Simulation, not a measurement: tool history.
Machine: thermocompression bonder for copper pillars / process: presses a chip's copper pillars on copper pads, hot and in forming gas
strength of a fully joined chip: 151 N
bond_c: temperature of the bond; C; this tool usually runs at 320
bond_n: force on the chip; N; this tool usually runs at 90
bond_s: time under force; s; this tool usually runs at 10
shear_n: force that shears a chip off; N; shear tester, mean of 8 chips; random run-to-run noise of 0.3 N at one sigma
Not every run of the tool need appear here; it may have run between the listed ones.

run,hour,bond_c,bond_n,bond_s,shear_n
1,0.0,320,90,10,110.0
2,7.8,320,90,7,100.8
3,18.2,320,90,10,110.1
4,26.8,320,90,11,112.8
5,37.4,320,90,10,110.2
6,43.5,320,90,10,110.2
7,50.7,320,90,10,109.9
8,55.4,320,90,10,110.5
9,61.6,320,90,23,130.5
10,72.0,320,90,23,130.1
11,76.7,320,74,10,100.0
12,84.9,320,90,10,110.1
13,94.8,291,90,10,81.7
14,105.3,320,90,10,110.5
# hour 110.8: forming gas filter changed
15,113.4,320,90,10,110.3
16,120.0,320,90,10,110.4
17,129.9,320,69,10,96.9
18,141.2,320,69,10,96.9
19,146.3,320,90,10,111.0
20,156.0,320,90,10,110.6
21,161.5,320,90,10,110.6
22,173.1,341,83,17,134.9
23,182.4,320,62,6,77.7
24,193.5,320,62,6,77.9
25,198.3,320,62,6,77.9
26,203.0,320,62,28,119.7
# hour 208.6: heater calibrated with a thermocouple chip
27,212.8,311,80,26,121.8
28,223.7,293,65,13,75.2
29,230.3,323,110,20,137.3
30,236.2,319,90,18,125.1
31,244.7,319,90,18,124.6
32,255.2,299,76,6,68.2
33,262.2,299,76,6,68.7
34,271.6,298,90,14,99.2
35,277.8,320,110,7,111.7
36,288.7,320,110,7,111.8
# hour 289.6: gauge calibrated
37,293.5,320,110,7,110.3
38,302.0,349,125,7,135.9
39,310.8,320,128,28,143.1

Pick out some run-to-run changes in shear_n. Of each, how much would a tool without hidden state show as well, from the settings, what came in and chance, and how much is left for the hidden state and any gauge scatter not in both results compared?
The hidden state here: true temperature of the bond over the reading, C; force that reaches the chip, % of what is set; oxide that the forming gas leaves, % of the face; drift of the gauge itself on shear_n, %.
Run 22 -> 23: bond_c 341 -> 320, bond_n 83 -> 62, bond_s 17 -> 6. shear_n -57.2 N: hidden state -0.5, all else -56.7.
Run 28 -> 29: bond_c 293 -> 323, bond_n 65 -> 110, bond_s 13 -> 20. shear_n +62.1 N: hidden state +0.8, all else +61.3.
Run 31 -> 32: bond_c 319 -> 299, bond_n 90 -> 76, bond_s 18 -> 6. shear_n -56.4 N: hidden state -0.7, all else -55.7.
Run 36 -> 37: gauge calibrated. shear_n -1.5 N: hidden state -1.7, all else +0.2.
